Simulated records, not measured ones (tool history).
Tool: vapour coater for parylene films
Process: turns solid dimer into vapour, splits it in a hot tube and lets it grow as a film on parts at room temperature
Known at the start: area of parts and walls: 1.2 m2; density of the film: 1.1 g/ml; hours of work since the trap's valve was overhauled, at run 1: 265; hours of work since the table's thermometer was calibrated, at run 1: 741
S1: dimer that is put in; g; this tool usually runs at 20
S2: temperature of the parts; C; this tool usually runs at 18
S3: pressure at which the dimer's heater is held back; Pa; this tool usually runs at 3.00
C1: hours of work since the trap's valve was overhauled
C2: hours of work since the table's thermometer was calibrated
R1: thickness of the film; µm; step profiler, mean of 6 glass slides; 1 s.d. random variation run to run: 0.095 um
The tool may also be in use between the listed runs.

run,day,S1,S2,S3,C1,C2,R1
1,0.000,20,18,3.00,265,741,11.12
2,1.721,20,18,3.00,294,770,10.72
3,4.571,20,29,3.00,343,819,8.45
4,6.738,20,12,3.00,379,856,11.98
5,8.408,20,18,3.00,408,884,10.52
6,9.817,20,18,3.00,432,908,10.54
7,12.858,20,18,8.09,483,960,8.02
8,14.646,20,16,3.00,514,990,10.64
9,16.342,20,18,3.00,542,1019,10.11
# day 17.262: trap's valve overhauled
10,19.683,27,18,3.00,41,1073,15.83
11,22.225,20,18,3.00,84,1116,11.67
12,23.929,20,18,3.00,113,1145,11.52
13,25.412,20,18,3.00,138,1170,11.33
14,27.312,20,18,3.00,171,1202,11.21
15,30.596,20,18,3.00,227,1258,11.20
# day 31.754: table's thermometer calibrated
16,32.358,20,18,3.00,256,10,10.68
17,34.000,20,18,3.00,284,38,10.73
18,36.112,20,18,3.00,320,74,10.56
19,38.992,20,18,3.00,368,123,10.53
20,41.217,11,18,5.25,406,161,5.00
21,43.829,11,18,5.25,451,205,4.86
22,46.667,32,18,3.00,499,253,16.07
23,48.450,31,25,3.00,529,284,13.41
# day 50.267: trap's valve overhauled
24,50.400,24,17,3.42,2,314,13.86
25,52.117,24,10,3.42,31,343,15.88
26,54.792,24,10,3.42,77,389,15.69
27,56.696,12,18,4.93,109,421,6.01
28,58.450,28,13,3.00,139,451,17.48
29,61.583,28,13,3.00,192,504,17.07
30,64.775,28,13,3.00,246,558,16.86
31,68.033,18,30,2.86,302,614,7.59
32,71.383,18,30,2.86,359,670,7.48
33,72.825,20,18,11.22,383,695,7.56
34,74.650,20,16,3.27,414,726,10.77
35,76.750,20,16,3.27,450,762,10.65
36,78.792,13,18,9.43,485,796,5.02
37,81.962,20,14,6.50,538,850,9.12
# day 83.029: trap's valve overhauled
38,84.433,20,14,6.50,24,889,10.43

Each row is a separate what-if for the run after 38, all from the same tool condition, not one after another. Results?
A,86.871,35,19,3.83,65,931,?
B,86.871,20,14,6.50,65,931,?
C,86.871,35,14,6.50,65,931,?
D,86.871,25,10,4.25,65,931,?

run,R1
A,18.54
B,10.46
C,18.00
D,15.52
Had the tool no hidden state, the same runs would have come out as:
run,R1
A,18.65
B,10.52
C,18.11
D,15.62

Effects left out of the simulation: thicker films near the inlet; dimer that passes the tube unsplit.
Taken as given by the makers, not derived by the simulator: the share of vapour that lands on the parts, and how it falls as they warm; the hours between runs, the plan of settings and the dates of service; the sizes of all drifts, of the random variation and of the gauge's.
